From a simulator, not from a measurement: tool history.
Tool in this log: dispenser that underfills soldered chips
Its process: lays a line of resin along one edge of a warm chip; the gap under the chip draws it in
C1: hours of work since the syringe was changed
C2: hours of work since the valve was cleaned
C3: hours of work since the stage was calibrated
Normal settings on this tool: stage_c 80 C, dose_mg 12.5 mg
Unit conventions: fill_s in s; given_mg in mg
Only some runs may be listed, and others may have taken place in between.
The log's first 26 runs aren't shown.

{"run": 27, "hour": 260.1, "stage_c": 86, "dose_mg": 12.7, "C1": 8, "C2": 6, "C3": 313, "fill_s": 388.8, "given_mg": 12.72}
{"hour": 265.3, "done": "new syringe of resin"}
{"run": 28, "hour": 271.1, "stage_c": 86, "dose_mg": 12.7, "C1": 4, "C2": 13, "C3": 321, "fill_s": 284.7, "given_mg": 12.71}
{"hour": 282.6, "done": "new syringe of resin"}
{"run": 29, "hour": 283.3, "stage_c": 90, "dose_mg": 11.6, "C1": 0, "C2": 22, "C3": 329, "fill_s": 191.4, "given_mg": 11.55}
{"run": 30, "hour": 291.3, "stage_c": 67, "dose_mg": 11.6, "C1": 6, "C2": 27, "C3": 334, "fill_s": 677.1, "given_mg": 11.46}
{"hour": 299.9, "done": "new syringe of resin"}
{"run": 31, "hour": 302.6, "stage_c": 67, "dose_mg": 11.6, "C1": 2, "C2": 35, "C3": 342, "fill_s": 481.3, "given_mg": 11.42}
{"run": 32, "hour": 313.0, "stage_c": 67, "dose_mg": 12.2, "C1": 9, "C2": 42, "C3": 349, "fill_s": 831.3, "given_mg": 12.06}
{"hour": 317.1, "done": "new syringe of resin"}
{"run": 33, "hour": 321.0, "stage_c": 94, "dose_mg": 13.7, "C1": 3, "C2": 47, "C3": 354, "fill_s": 193.2, "given_mg": 13.39}
{"run": 34, "hour": 325.9, "stage_c": 94, "dose_mg": 13.7, "C1": 6, "C2": 51, "C3": 358, "fill_s": 249.3, "given_mg": 13.38}
{"hour": 334.1, "done": "dispensing valve cleaned and set on the balance"}
{"hour": 335.2, "done": "new syringe of resin"}
{"run": 35, "hour": 336.4, "stage_c": 76, "dose_mg": 13.8, "C1": 1, "C2": 1, "C3": 364, "fill_s": 319.7, "given_mg": 13.75}
{"run": 36, "hour": 345.2, "stage_c": 76, "dose_mg": 13.8, "C1": 7, "C2": 7, "C3": 370, "fill_s": 501.4, "given_mg": 13.75}

What if the next run were any one of these 3? Each begins from the tool's condition after run 36:
{"hour": 352.4, "done": "new syringe of resin"}
{"run": "A", "hour": 356.1, "stage_c": 85, "dose_mg": 11.5, "C1": 3, "C2": 15, "C3": 377, "fill_s": "?", "given_mg": "?"}
{"hour": 352.4, "done": "new syringe of resin"}
{"run": "B", "hour": 356.1, "stage_c": 80, "dose_mg": 14, "C1": 3, "C2": 15, "C3": 377, "fill_s": "?", "given_mg": "?"}
{"hour": 352.4, "done": "new syringe of resin"}
{"run": "C", "hour": 356.1, "stage_c": 87, "dose_mg": 14.6, "C1": 3, "C2": 15, "C3": 377, "fill_s": "?", "given_mg": "?"}

run=A fill_s=269 given_mg=11.49
run=B fill_s=307.1 given_mg=13.92
run=C fill_s=232.1 given_mg=14.48
What these runs would have given with no unlogged condition in the tool:
run=A fill_s=205.6 given_mg=11.57
run=B fill_s=234.2 given_mg=14.02
run=C fill_s=177.7 given_mg=14.59

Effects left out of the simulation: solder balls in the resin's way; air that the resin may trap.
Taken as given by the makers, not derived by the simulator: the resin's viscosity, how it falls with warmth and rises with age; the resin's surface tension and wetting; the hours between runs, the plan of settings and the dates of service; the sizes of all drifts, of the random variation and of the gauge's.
